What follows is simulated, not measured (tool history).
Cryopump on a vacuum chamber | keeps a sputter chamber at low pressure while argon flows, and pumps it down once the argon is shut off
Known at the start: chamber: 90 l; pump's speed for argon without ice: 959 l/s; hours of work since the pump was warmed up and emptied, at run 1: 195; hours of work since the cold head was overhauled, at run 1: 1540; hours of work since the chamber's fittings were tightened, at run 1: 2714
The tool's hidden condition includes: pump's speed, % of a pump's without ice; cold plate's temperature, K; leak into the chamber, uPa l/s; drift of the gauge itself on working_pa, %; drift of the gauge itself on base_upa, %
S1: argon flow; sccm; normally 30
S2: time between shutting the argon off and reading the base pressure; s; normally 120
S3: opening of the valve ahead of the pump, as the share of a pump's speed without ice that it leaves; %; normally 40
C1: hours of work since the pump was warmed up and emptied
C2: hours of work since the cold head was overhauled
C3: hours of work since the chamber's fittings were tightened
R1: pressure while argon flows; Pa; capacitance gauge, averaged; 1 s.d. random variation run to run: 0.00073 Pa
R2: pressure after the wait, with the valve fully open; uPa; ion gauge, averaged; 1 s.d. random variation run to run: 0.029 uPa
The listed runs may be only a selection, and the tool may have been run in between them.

run 1 day=0.000 | S1=30 S2=120 S3=40 | C1=195 C2=1540 C3=2714 | R1=0.1419 R2=2.88
run 2 day=1.046 | S1=30 S2=120 S3=40 | C1=216 C2=1561 C3=2735 | R1=0.1425 R2=2.89
run 3 day=2.775 | S1=29 S2=120 S3=40 | C1=250 C2=1595 C3=2769 | R1=0.1385 R2=2.89
run 4 day=4.196 | S1=29 S2=120 S3=40 | C1=278 C2=1623 C3=2797 | R1=0.1405 R2=2.99
run 5 day=5.338 | S1=29 S2=120 S3=40 | C1=301 C2=1646 C3=2820 | R1=0.1423 R2=3.03
run 6 day=6.500 | S1=29 S2=120 S3=40 | C1=324 C2=1669 C3=2843 | R1=0.1432 R2=3.08
run 7 day=8.450 | S1=29 S2=120 S3=40 | C1=362 C2=1708 C3=2881 | R1=0.1432 R2=3.18
run 8 day=10.525 | S1=30 S2=120 S3=40 | C1=404 C2=1749 C3=2923 | R1=0.1517 R2=3.24
run 9 day=11.421 | S1=30 S2=22 S3=40 | C1=421 C2=1766 C3=2940 | R1=0.1520 R2=8.12
-- day=11.879 pump warmed up, emptied and cooled again
run 10 day=12.483 | S1=30 S2=22 S3=40 | C1=12 C2=1783 C3=2957 | R1=0.1319 R2=7.69
run 11 day=14.150 | S1=30 S2=120 S3=40 | C1=45 C2=1816 C3=2990 | R1=0.1331 R2=2.83
run 12 day=15.625 | S1=30 S2=120 S3=40 | C1=74 C2=1846 C3=3019 | R1=0.1349 R2=2.82
run 13 day=16.592 | S1=30 S2=120 S3=40 | C1=93 C2=1865 C3=3039 | R1=0.1360 R2=2.83
run 14 day=17.962 | S1=30 S2=120 S3=15 | C1=120 C2=1892 C3=3066 | R1=0.3591 R2=2.90
run 15 day=19.342 | S1=30 S2=47 S3=40 | C1=148 C2=1919 C3=3093 | R1=0.1374 R2=4.63
run 16 day=20.771 | S1=15 S2=120 S3=40 | C1=176 C2=1948 C3=3121 | R1=0.0694 R2=3.00
run 17 day=22.858 | S1=15 S2=120 S3=40 | C1=217 C2=1989 C3=3163 | R1=0.0717 R2=3.12
run 18 day=23.908 | S1=15 S2=120 S3=40 | C1=238 C2=2010 C3=3184 | R1=0.0723 R2=3.09
run 19 day=25.512 | S1=39 S2=120 S3=54 | C1=270 C2=2041 C3=3215 | R1=0.1417 R2=3.12
run 20 day=26.625 | S1=39 S2=120 S3=54 | C1=292 C2=2063 C3=3237 | R1=0.1441 R2=3.17
run 21 day=27.892 | S1=44 S2=57 S3=40 | C1=317 C2=2089 C3=3262 | R1=0.2156 R2=4.55
run 22 day=28.762 | S1=33 S2=59 S3=37 | C1=334 C2=2106 C3=3280 | R1=0.1736 R2=4.63
run 23 day=29.675 | S1=33 S2=250 S3=18 | C1=352 C2=2124 C3=3298 | R1=0.3417 R2=2.73
run 24 day=31.371 | S1=33 S2=250 S3=18 | C1=386 C2=2157 C3=3331 | R1=0.3425 R2=2.86
run 25 day=32.450 | S1=33 S2=250 S3=18 | C1=407 C2=2179 C3=3353 | R1=0.3426 R2=2.99
-- day=33.558 pump warmed up, emptied and cooled again
run 26 day=34.704 | S1=28 S2=95 S3=18 | C1=23 C2=2219 C3=3393 | R1=0.2739 R2=3.18
run 27 day=35.554 | S1=28 S2=95 S3=18 | C1=40 C2=2236 C3=3410 | R1=0.2738 R2=3.36
run 28 day=36.596 | S1=28 S2=95 S3=43 | C1=60 C2=2257 C3=3431 | R1=0.1174 R2=3.21
run 29 day=38.046 | S1=15 S2=57 S3=44 | C1=89 C2=2286 C3=3459 | R1=0.0623 R2=4.26
run 30 day=38.996 | S1=18 S2=22 S3=44 | C1=108 C2=2304 C3=3478 | R1=0.0754 R2=7.82
run 31 day=40.967 | S1=20 S2=30 S3=16 | C1=147 C2=2343 C3=3517 | R1=0.2265 R2=6.53
run 32 day=42.967 | S1=23 S2=225 S3=54 | C1=186 C2=2383 C3=3557 | R1=0.0820 R2=2.59
run 33 day=44.104 | S1=23 S2=225 S3=54 | C1=209 C2=2406 C3=3579 | R1=0.0835 R2=2.74

What if the next run were any one of these 3? Each begins from the tool's condition after run 33:
run A day=45.762 | S1=23 S2=28 S3=54 | C1=242 C2=2438 C3=3612 | R1=? R2=?
run B day=45.762 | S1=31 S2=27 S3=31 | C1=242 C2=2438 C3=3612 | R1=? R2=?
run C day=45.762 | S1=28 S2=120 S3=40 | C1=242 C2=2438 C3=3612 | R1=? R2=?

run=A R1=0.0832 R2=6.96
run=B R1=0.1870 R2=7.16
run=C R1=0.1323 R2=3.26
What these runs would have given with no unlogged condition in the tool:
run=A R1=0.0748 R2=5.06
run=B R1=0.1758 R2=5.25
run=C R1=0.1221 R2=1.39

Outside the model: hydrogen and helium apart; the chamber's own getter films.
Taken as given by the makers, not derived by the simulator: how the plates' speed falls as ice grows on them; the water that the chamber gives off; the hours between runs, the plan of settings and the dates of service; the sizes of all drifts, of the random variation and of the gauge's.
